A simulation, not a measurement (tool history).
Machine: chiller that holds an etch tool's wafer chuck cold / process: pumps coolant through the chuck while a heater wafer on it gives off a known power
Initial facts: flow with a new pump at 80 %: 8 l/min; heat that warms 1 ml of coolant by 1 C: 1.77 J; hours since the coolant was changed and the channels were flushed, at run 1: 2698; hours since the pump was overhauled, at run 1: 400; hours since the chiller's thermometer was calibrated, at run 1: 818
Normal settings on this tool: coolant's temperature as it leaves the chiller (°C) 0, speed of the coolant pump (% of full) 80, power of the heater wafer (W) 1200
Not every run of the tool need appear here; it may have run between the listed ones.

run   hour  coolant's temperature as it leaves the chiller (°C)  speed of the coolant pump (% of full)  power of the heater wafer (W)  hours since the coolant was changed and the channels were flushed  hours since the pump was overhauled  hours since the chiller's thermometer was calibrated  chuck's temperature once it has settled (°C)  how much warmer the coolant comes back (C)
  1    0.0                                                    0                                     80                           1200                                                               2698                                  400                                                   818                                          10.0                                        5.17
  2   25.2                                                    0                                     99                           1200                                                               2723                                  425                                                   843                                           8.2                                        4.20
  3   53.8                                                    0                                     99                           1200                                                               2752                                  454                                                   872                                           8.1                                        4.24
  4   78.1                                                    0                                     99                           1200                                                               2776                                  478                                                   896                                           8.2                                        4.21
  5  114.0                                                    0                                     99                           1200                                                               2812                                  514                                                   932                                           8.1                                        4.17
  6  152.5                                                    1                                     99                           1200                                                               2851                                  552                                                   970                                           9.2                                        4.24
  7  190.5                                                   -9                                     80                           1200                                                               2889                                  590                                                  1008                                           1.2                                        5.17
  8  212.9                                                   -5                                     80                            670                                                               2911                                  613                                                  1031                                           0.5                                        2.88
     220.6  -- coolant pump overhauled
  9  241.9                                                    0                                     85                            882                                                               2935                                   21                                                  1055                                           7.1                                        3.63
 10  270.7                                                    0                                     85                            882                                                               2964                                   50                                                  1084                                           7.2                                        3.62
 11  304.1                                                    0                                     85                            882                                                               2997                                   83                                                  1117                                           7.2                                        3.61
 12  336.3                                                    1                                     62                           1717                                                               3029                                  116                                                  1149                                          19.3                                        9.64
 13  382.0                                                    1                                     62                           1717                                                               3075                                  161                                                  1195                                          19.2                                        9.64
     431.5  -- coolant pump overhauled, once more
 14  436.2                                                    5                                    100                            941                                                               3124                                    5                                                  1244                                          11.5                                        3.17

Consider 5 possible next runs. They are alternatives, not a sequence: every one starts from the tool as it was left by run 14. What does each give?
  A  474.3                                                    8                                     80                           1266                                                               3163                                   43                                                  1282                                             ?                                           ?
  B  474.3                                                    0                                     80                            791                                                               3163                                   43                                                  1282                                             ?                                           ?
  C  474.3                                                    1                                     72                            713                                                               3163                                   43                                                  1282                                             ?                                           ?
  D  474.3                                                    5                                    100                           1670                                                               3163                                   43                                                  1282                                             ?                                           ?
  E  474.3                                                    5                                    100                           1149                                                               3163                                   43                                                  1282                                             ?                                           ?

run  chuck's temperature once it has settled (°C)  how much warmer the coolant comes back (C)
  A                                          18.3                                        5.40
  B                                           6.6                                        3.33
  C                                           7.6                                        3.34
  D                                          16.3                                        5.71
  E                                          12.8                                        3.93
Had the tool no hidden state, the same runs would have come out as:
run  chuck's temperature once it has settled (°C)  how much warmer the coolant comes back (C)
  A                                          17.4                                        5.40
  B                                           5.9                                        3.33
  C                                           6.9                                        3.34
  D                                          15.3                                        5.71
  E                                          12.0                                        3.93
